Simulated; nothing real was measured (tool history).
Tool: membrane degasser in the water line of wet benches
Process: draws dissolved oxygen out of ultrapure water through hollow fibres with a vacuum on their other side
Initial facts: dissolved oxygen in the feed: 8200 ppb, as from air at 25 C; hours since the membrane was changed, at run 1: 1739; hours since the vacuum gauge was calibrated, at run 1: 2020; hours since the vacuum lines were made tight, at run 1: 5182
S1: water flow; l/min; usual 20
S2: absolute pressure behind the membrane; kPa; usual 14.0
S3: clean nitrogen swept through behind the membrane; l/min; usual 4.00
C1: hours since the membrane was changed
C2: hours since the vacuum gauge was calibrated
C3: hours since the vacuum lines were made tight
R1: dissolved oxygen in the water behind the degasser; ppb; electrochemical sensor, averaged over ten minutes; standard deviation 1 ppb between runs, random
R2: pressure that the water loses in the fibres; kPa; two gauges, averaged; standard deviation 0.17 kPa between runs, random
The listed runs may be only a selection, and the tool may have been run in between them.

run	hour	S1	S2	S3	C1	C2	C3	R1	R2
1	0.0	20	14.0	4.00	1739	2020	5182	137.2	25.64
2	131.8	20	19.5	4.00	1870	2151	5314	203.3	25.64
3	291.2	20	14.0	4.00	2030	2311	5474	136.2	25.76
4	495.0	20	14.0	4.00	2234	2515	5677	138.0	25.33
5	647.9	20	14.0	4.00	2386	2668	5830	136.7	25.37
6	753.0	20	14.0	4.00	2492	2773	5935	138.0	25.67
7	963.1	14	14.0	4.00	2702	2983	6145	93.7	18.19
8	1158.9	14	14.0	4.00	2897	3179	6341	92.2	17.75
9	1260.9	14	14.0	4.00	2999	3281	6443	92.5	17.70
10	1397.3	20	9.2	1.90	3136	3417	6580	153.4	25.77
11	1502.7	13	14.0	2.86	3241	3522	6685	118.9	16.62
12	1613.5	13	31.3	5.61	3352	3633	6796	159.4	16.54
13	1738.6	18	29.0	5.77	3477	3758	6921	196.8	22.77
14	1920.2	28	13.2	5.19	3659	3940	7102	170.7	35.88
# hour 1937.1: seals of the vacuum lines changed
15	2076.1	14	14.0	8.96	3813	4094	139	42.6	17.84
16	2276.1	20	28.8	2.06	4013	4294	339	565.2	25.53
17	2484.2	25	28.8	7.75	4221	4502	547	223.9	32.05
18	2586.9	25	28.8	7.75	4323	4605	650	224.8	31.82

Consider 3 possible next runs. They are alternatives, not a sequence: every one starts from the tool as it was left by run 18. What does each give?
A	2765.2	12	10.0	2.25	4502	4783	828	?	?
B	2765.2	16	28.8	7.75	4502	4783	828	?	?
C	2765.2	20	9.6	6.26	4502	4783	828	?	?

run	R1	R2
A	87.7	15.09
B	134.6	20.37
C	57.1	25.34
With no hidden state in the tool, these same runs would have given:
run	R1	R2
A	87.7	15.07
B	134.6	20.36
C	57.0	25.32
